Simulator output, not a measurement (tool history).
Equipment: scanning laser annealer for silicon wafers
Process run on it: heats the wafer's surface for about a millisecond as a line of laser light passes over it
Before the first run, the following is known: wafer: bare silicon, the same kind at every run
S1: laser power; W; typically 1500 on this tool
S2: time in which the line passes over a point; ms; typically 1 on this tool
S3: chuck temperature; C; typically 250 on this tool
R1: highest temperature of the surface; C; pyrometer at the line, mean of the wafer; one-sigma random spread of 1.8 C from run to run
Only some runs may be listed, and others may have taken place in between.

run 1 hour=0 | S1=1500 S2=1 S3=250 | R1=983
run 2 hour=12.6 | S1=1500 S2=1 S3=250 | R1=985
run 3 hour=24.7 | S1=1585 S2=1 S3=250 | R1=1040
run 4 hour=50.8 | S1=1585 S2=1 S3=250 | R1=1036
run 5 hour=63.6 | S1=1585 S2=1 S3=272 | R1=1059
run 6 hour=74.8 | S1=1585 S2=1 S3=272 | R1=1056
run 7 hour=86.3 | S1=1500 S2=1 S3=250 | R1=980
run 8 hour=99.8 | S1=1500 S2=1 S3=250 | R1=982
run 9 hour=120.4 | S1=1500 S2=1 S3=250 | R1=975
run 10 hour=132.6 | S1=1500 S2=0.77 S3=250 | R1=890
run 11 hour=154.2 | S1=1500 S2=1 S3=250 | R1=982
run 12 hour=172.9 | S1=1500 S2=1 S3=250 | R1=975
run 13 hour=198.9 | S1=1500 S2=1 S3=250 | R1=976
run 14 hour=223.4 | S1=1500 S2=1 S3=250 | R1=975
run 15 hour=244.4 | S1=1500 S2=1 S3=250 | R1=975
run 16 hour=271.6 | S1=1500 S2=1 S3=250 | R1=972
run 17 hour=284.9 | S1=1500 S2=1 S3=250 | R1=972
-- hour=296.4 optics aligned, line set to its width
run 18 hour=308.9 | S1=1500 S2=1 S3=250 | R1=982
run 19 hour=330.7 | S1=1500 S2=1 S3=250 | R1=983
run 20 hour=354.5 | S1=1500 S2=1 S3=250 | R1=983
run 21 hour=375.1 | S1=1500 S2=1 S3=250 | R1=986
run 22 hour=386.1 | S1=1500 S2=1 S3=250 | R1=984
run 23 hour=411.5 | S1=1278 S2=1.22 S3=250 | R1=900
run 24 hour=429.3 | S1=1502 S2=1.02 S3=272 | R1=1011
run 25 hour=445.8 | S1=1302 S2=1.15 S3=248 | R1=897
run 26 hour=467.2 | S1=1302 S2=0.79 S3=248 | R1=782
run 27 hour=483.4 | S1=1535 S2=0.75 S3=240 | R1=889
run 28 hour=505.9 | S1=1535 S2=0.75 S3=240 | R1=888
run 29 hour=527 | S1=1500 S2=1 S3=222 | R1=949
run 30 hour=553.7 | S1=1500 S2=1 S3=222 | R1=945
run 31 hour=575.6 | S1=1444 S2=0.77 S3=250 | R1=852
run 32 hour=599.8 | S1=1444 S2=0.77 S3=250 | R1=854
run 33 hour=614.4 | S1=1542 S2=0.91 S3=227 | R1=942
run 34 hour=639.6 | S1=1542 S2=0.91 S3=227 | R1=944
run 35 hour=661.5 | S1=1500 S2=0.84 S3=250 | R1=909
run 36 hour=686.8 | S1=1500 S2=0.84 S3=250 | R1=909
run 37 hour=698.1 | S1=1500 S2=0.84 S3=256 | R1=912
run 38 hour=724.7 | S1=1500 S2=0.84 S3=256 | R1=913
run 39 hour=740.6 | S1=1500 S2=0.84 S3=256 | R1=914
run 40 hour=761 | S1=1500 S2=0.99 S3=277 | R1=993

For some of the steps in R1 from one run to the next: how much would appear even if the tool had no hidden state, given the settings, what came in and random variation, and how much remains for the hidden state plus any gauge scatter that the measured result and the result without hidden state don't share?
Hidden state present: light that passes the window, % of a clean one's; laser's true power over the reading, %; width of the line over the set one, %; drift of the gauge itself on peak_c, C.
Run 17 -> 18: optics aligned, line set to its width. R1 +10 C: hidden state +13, all else -3.
Run 23 -> 24: S1 1278 -> 1502, S2 1.22 -> 1.02, S3 250 -> 272. R1 +111 C: hidden state -2, all else +113.
Run 24 -> 25: S1 1502 -> 1302, S2 1.02 -> 1.15, S3 272 -> 248. R1 -114 C: hidden state +1, all else -115.
Run 25 -> 26: S2 1.15 -> 0.79. R1 -115 C: hidden state +2, all else -117.
Run 26 -> 27: S1 1302 -> 1535, S2 0.79 -> 0.75, S3 248 -> 240. R1 +107 C: hidden state -4, all else +111.
Run 32 -> 33: S1 1444 -> 1542, S2 0.77 -> 0.91, S3 250 -> 227. R1 +88 C: hidden state -5, all else +93.
